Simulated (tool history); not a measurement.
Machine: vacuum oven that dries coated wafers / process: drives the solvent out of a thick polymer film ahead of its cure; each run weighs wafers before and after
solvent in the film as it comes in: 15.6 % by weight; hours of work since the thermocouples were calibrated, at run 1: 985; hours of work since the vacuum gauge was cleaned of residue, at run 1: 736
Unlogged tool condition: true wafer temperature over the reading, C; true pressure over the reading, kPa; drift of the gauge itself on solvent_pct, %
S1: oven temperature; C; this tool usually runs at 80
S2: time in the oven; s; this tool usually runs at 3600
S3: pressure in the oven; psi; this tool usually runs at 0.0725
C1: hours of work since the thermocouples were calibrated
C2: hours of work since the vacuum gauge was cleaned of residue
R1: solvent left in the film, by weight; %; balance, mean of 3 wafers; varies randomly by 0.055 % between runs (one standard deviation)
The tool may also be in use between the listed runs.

| run | day | S1 | S2 | S3 | C1 | C2 | R1 |
|---|---|---|---|---|---|---|---|
| 1 | 0.000 | 80 | 3600 | 0.0725 | 985 | 736 | 3.02 |
| 2 | 2.350 | 80 | 3600 | 0.0680 | 1008 | 758 | 3.03 |
|  | 2.846 | oven's thermocouples calibrated |
| 3 | 3.792 | 80 | 3600 | 0.0725 | 9 | 772 | 2.69 |
| 4 | 4.833 | 80 | 3600 | 0.0725 | 19 | 782 | 2.85 |
| 5 | 6.567 | 80 | 3600 | 0.0725 | 36 | 798 | 2.74 |
| 6 | 8.408 | 95 | 3600 | 0.0725 | 54 | 816 | 0.87 |
| 7 | 9.662 | 95 | 3600 | 0.0725 | 66 | 829 | 0.92 |
| 8 | 11.046 | 80 | 3600 | 0.0725 | 80 | 842 | 2.88 |
| 9 | 12.888 | 80 | 3600 | 0.0725 | 97 | 860 | 2.83 |
| 10 | 14.521 | 80 | 3600 | 0.0725 | 113 | 876 | 2.91 |
| 11 | 16.896 | 87 | 3600 | 0.0725 | 136 | 899 | 1.64 |
| 12 | 18.483 | 80 | 3600 | 0.2585 | 152 | 914 | 4.85 |
| 13 | 20.496 | 80 | 3600 | 0.1507 | 171 | 934 | 3.70 |
| 14 | 22.183 | 76 | 5160 | 0.2740 | 188 | 950 | 5.32 |
| 15 | 23.408 | 84 | 4140 | 0.2740 | 200 | 962 | 3.75 |
| 16 | 24.492 | 84 | 4140 | 0.2740 | 210 | 972 | 3.82 |
| 17 | 26.558 | 77 | 2040 | 0.2631 | 230 | 993 | 7.47 |
| 18 | 27.879 | 68 | 4380 | 0.0687 | 243 | 1005 | 5.45 |
| 19 | 28.971 | 68 | 4380 | 0.0687 | 254 | 1016 | 5.35 |
| 20 | 31.250 | 81 | 3600 | 0.2402 | 276 | 1038 | 4.49 |
| 21 | 32.429 | 78 | 2820 | 0.1401 | 287 | 1050 | 5.15 |
| 22 | 34.458 | 78 | 3180 | 0.1401 | 307 | 1069 | 4.71 |
| 23 | 36.258 | 84 | 1800 | 0.2342 | 324 | 1087 | 5.64 |

Below, some changes in R1 between adjacent runs. For each, the amount present without the hidden state too (settings, incoming material, random variation) and the amount remaining for the hidden state with gauge scatter not shared by both compared results:
Run 11 -> 12: S1 87 -> 80, S3 0.0725 -> 0.2585. R1 +3.21 %: hidden state +0.18, all else +3.03.
Run 16 -> 17: S1 84 -> 77, S2 4140 -> 2040, S3 0.2740 -> 0.2631. R1 +3.65 %: hidden state +0.00, all else +3.65.
Run 17 -> 18: S1 77 -> 68, S2 2040 -> 4380, S3 0.2631 -> 0.0687. R1 -2.02 %: hidden state +0.39, all else -2.41.
Run 19 -> 20: S1 68 -> 81, S2 4380 -> 3600, S3 0.0687 -> 0.2402. R1 -0.86 %: hidden state -0.28, all else -0.58.
